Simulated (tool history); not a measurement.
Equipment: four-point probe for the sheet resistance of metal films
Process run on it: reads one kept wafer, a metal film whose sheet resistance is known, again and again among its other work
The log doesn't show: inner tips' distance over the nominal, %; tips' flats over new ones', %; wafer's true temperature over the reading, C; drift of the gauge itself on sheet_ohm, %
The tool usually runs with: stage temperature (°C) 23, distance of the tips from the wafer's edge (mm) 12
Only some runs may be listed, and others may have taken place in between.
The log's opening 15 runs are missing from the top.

run   hour  stage temperature (°C)  distance of the tips from the wafer's edge (mm)  touches since the probe head was changed  hours of work since the stage's thermometer was calibrated  sheet resistance as the instrument gives it (ohm/square)
 16  179.5                      24                                               12                                     12272                                                         340                                                  4.050652
 17  193.1                      23                                               12                                     12665                                                         345                                                  4.045128
 18  207.7                      23                                               12                                     13089                                                         351                                                  4.044637
 19  214.9                      23                                               10                                     13298                                                         354                                                  4.056762
 20    223                      23                                               10                                     13533                                                         358                                                  4.056005
 21  230.3                      28                                               23                                     13746                                                         361                                                  4.051883
 22  237.4                      18                                               10                                     13953                                                         364                                                  4.031663
 23  251.7                      18                                               10                                     14365                                                         369                                                  4.031518
 24  267.8                      22                                               62                                     14833                                                         376                                                  4.018096
 25    277                      22                                               62                                     15100                                                         380                                                  4.016141
 26  288.8                      32                                               20                                     15441                                                         385                                                  4.069967
 27  298.1                      34                                                9                                     15710                                                         388                                                  4.113795
 28    307                      33                                                8                                     15970                                                         392                                                   4.12031
 29  317.6                      25                                               57                                     16276                                                         396                                                  4.032278
 30  329.9                      25                                               57                                     16634                                                         402                                                  4.031421
 31  342.5                      25                                               57                                     16999                                                         407                                                  4.030551
 32  351.2                      31                                                9                                     17253                                                         410                                                  4.100585
 33  365.4                      31                                                9                                     17664                                                         416                                                  4.100308
 34  377.1                      21                                               28                                     18004                                                         421                                                  4.016263
 35  390.2                      23                                                4                                     18383                                                         426                                                  4.227612
 36    402                      20                                               12                                     18726                                                         431                                                  4.031071
 37  413.8                      23                                               11                                     19067                                                         436                                                   4.05188
 38  422.4                      22                                               28                                     19317                                                         440                                                  4.020551
 39  430.7                      22                                               28                                     19557                                                         443                                                   4.02283
 40  441.2                      18                                                5                                     19861                                                         447                                                  4.130183

Below are 3 alternative next runs, each starting from the tool's condition after run 40. Predict each:
  A  456.1                      27                                                5                                     20294                                                         453                                                         ?
  B  456.1                      28                                               12                                     20294                                                         453                                                         ?
  C  456.1                      22                                               56                                     20294                                                         453                                                         ?

run  sheet resistance as the instrument gives it (ohm/square)
  A                                                  4.175556
  B                                                  4.069492
  C                                                  4.017635
Had the tool no hidden state, the same runs would have come out as:
run  sheet resistance as the instrument gives it (ohm/square)
  A                                                  4.175661
  B                                                  4.069594
  C                                                  4.017737
